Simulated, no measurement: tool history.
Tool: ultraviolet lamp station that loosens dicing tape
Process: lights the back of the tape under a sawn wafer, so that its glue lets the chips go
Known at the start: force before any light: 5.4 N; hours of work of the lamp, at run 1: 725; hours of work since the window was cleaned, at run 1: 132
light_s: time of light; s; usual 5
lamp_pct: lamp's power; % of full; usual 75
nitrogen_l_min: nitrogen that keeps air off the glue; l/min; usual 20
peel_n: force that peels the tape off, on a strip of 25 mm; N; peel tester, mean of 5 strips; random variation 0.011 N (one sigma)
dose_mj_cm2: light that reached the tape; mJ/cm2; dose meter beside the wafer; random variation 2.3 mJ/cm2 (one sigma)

run,hour,light_s,lamp_pct,nitrogen_l_min,hours of work of the lamp,hours of work since the window was cleaned,peel_n,dose_mj_cm2
1,0,5,75,20,725,132,0.85,161
2,26.7,5,75,20,740,147,0.863,157
3,56.4,5,75,20,756,163,0.881,156
4,91.9,5,75,20,775,183,0.888,158
5,130.4,5,75,20,796,204,0.89,155
6,149.9,5,75,20,807,215,0.906,150
7,167.9,5,75,20,817,224,0.92,152
8,204.4,5,75,20,837,244,0.927,152
9,241.1,5,75,20,857,265,0.898,152
10,266.8,5,75,20,871,279,0.967,151
11,295.9,5,75,20,887,295,0.989,148
12,326.7,5,75,20,904,312,0.982,143
13,346.6,5,75,20,915,323,1.009,146
14,367.1,5,75,20,926,334,0.985,145
15,397,5,75,20,943,350,1.031,143
16,428.6,5,75,20,960,368,1.045,140
17,463.1,5,75,20,979,386,1.025,135
18,485.1,5,75,20,991,399,1.074,138
19,503.2,5,75,20,1001,408,1.053,140
20,522.2,5,75,20,1012,419,1.08,141
21,543,4,63,14,1023,430,2.098,90
22,578.6,4,63,14,1043,450,2.223,92
23,612.2,4,63,14,1061,468,2.14,92
24,633.2,2,89,7,1073,480,3.45,63
25,665,2,89,7,1090,497,3.394,62
26,698,2,70,27,1108,515,2.859,52
27,717.2,2,70,27,1119,526,2.821,49
28,755.2,2,70,27,1139,547,2.725,44
29,793.6,7,70,21,1161,568,0.74,172
30,832.5,7,70,21,1182,589,0.77,163
31,856,7,75,12,1195,602,1.069,174
# hour 885.4: window cleaned of glue's vapour
32,891.7,7,75,12,1214,3,0.898,194
33,923.9,5,75,24,1232,21,0.962,134
34,950.8,5,75,36,1247,36,0.765,139
35,987.3,3,65,14,1267,56,2.694,68
36,1009.4,3,65,14,1279,68,2.748,72
37,1029.4,3,65,14,1290,79,2.748,71
38,1048.4,3,95,20,1300,89,1.672,102
# hour 1054.8: lamp changed
39,1068.8,8,85,31,8,100,0.115,363
40,1086,7,76,11,17,110,0.457,284

How the hidden state differs across the entries between the runs, from the last listed run before each to the first after it:
Between runs 31 and 32: window cleaned of glue's vapour (hour 885.4)
  lamp's light, % of a new lamp's: 67 -> 66.5; light that the window lets through, % of a clean one's: 90.1 -> 99.6
  measured less the result without the state, peel_n: +0.658 -> +0.502 N; dose_mj_cm2: -115 -> -99 mJ/cm2
Between runs 38 and 39: lamp changed (hour 1054.8)
  lamp's light, % of a new lamp's: 64.5 -> 99; light that the window lets through, % of a clean one's: 98.2 -> 98
  measured less the result without the state, peel_n: +0.797 -> +0.004 N; dose_mj_cm2: -58 -> -11 mJ/cm2

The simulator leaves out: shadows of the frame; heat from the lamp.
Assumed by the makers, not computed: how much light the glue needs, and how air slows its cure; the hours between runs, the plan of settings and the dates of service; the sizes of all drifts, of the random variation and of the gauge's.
